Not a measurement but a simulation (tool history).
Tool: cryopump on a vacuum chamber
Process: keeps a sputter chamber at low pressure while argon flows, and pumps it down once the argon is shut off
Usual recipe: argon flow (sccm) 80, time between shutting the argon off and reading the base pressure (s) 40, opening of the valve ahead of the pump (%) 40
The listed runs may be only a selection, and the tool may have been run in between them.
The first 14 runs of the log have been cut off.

run	hour	argon flow (sccm)	time between shutting the argon off and reading the base pressure (s)	opening of the valve ahead of the pump (%)	pressure while argon flows (Pa)	pressure after the wait (uPa)
15	938.2	53	40	40	0.1267	3.05
16	1025.1	53	40	40	0.1282	2.96
17	1086.5	53	40	40	0.1289	3
18	1154.5	148	116	28	0.5025	1.84
19	1208.3	92	261	57	0.1647	1.48
20	1261.5	125	160	57	0.223	1.66
21	1309.1	43	52	43	0.0995	2.72
22	1410.1	43	52	43	0.0985	2.83
23	1496.2	150	24	18	0.7865	4.43
24	1562.6	150	24	18	0.777	4.55
25	1666	104	24	18	0.5459	4.62
26	1764.1	159	102	53	0.3162	2.21
27	1810.9	159	102	53	0.3174	2.2
28	1912.3	61	102	32	0.1913	2.21
29	1956	135	21	37	0.3701	5.08
30	2010.4	68	29	23	0.2874	4.14
# hour 2095.7: pump warmed up, emptied and cooled again
31	2097.4	68	29	23	0.2647	3.8
32	2173.1	68	29	23	0.265	3.79
33	2218.5	118	92	40	0.2665	2.03
34	2320.6	118	92	40	0.2676	2.13

Branching from run 34: 4 alternative next runs. What would each branch give?
A	2390.5	79	92	40	?	?
B	2390.5	38	40	40	?	?
C	2390.5	150	81	23	?	?
D	2390.5	78	102	38	?	?

run	pressure while argon flows (Pa)	pressure after the wait (uPa)
A	0.1798	2.1
B	0.087	3.19
C	0.5862	2.19
D	0.1869	1.98
Without the tool's unlogged condition, the same runs would have read:
run	pressure while argon flows (Pa)	pressure after the wait (uPa)
A	0.1751	1
B	0.0847	2.1
C	0.5773	1.11
D	0.1822	0.91
